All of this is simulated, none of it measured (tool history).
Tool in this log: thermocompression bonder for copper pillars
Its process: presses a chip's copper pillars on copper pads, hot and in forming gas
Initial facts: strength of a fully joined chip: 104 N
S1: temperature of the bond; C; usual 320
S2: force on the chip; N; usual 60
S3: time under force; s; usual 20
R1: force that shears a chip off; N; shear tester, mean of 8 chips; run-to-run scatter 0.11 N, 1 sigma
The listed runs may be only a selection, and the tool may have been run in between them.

run    day   S1  S2  S3    R1
  1      0  320  60  20  39.3
  2  0.429  320  60  20  39.5
  3  0.979  320  60  20  39.6
  4  1.504  320  60  20  39.7
  5  1.875  320  60  20  39.6
  6  2.362  320  60  20  39.5
  7  2.854  320  60  20  39.5
  8  3.383  296  44  26  28.1
  9  3.838  313  42  21  30.7
 10  4.229  313  42  21  30.3
 11  4.596  313  42  21  30.3
 12  5.033  349  42  36    53
 13  5.317  349  42  36  52.8

Between the runs listed above, the log contained 1 entry, not reproduced here. Where in the sequence does each belong, and how does what the log doesn't record of the tool's condition differ from the listed run before to the listed run after?
In the gap between runs 1 and 2: forming gas filter changed (day 0.254)
  oxide that the forming gas leaves, % of the face: 0.62 -> 0.5

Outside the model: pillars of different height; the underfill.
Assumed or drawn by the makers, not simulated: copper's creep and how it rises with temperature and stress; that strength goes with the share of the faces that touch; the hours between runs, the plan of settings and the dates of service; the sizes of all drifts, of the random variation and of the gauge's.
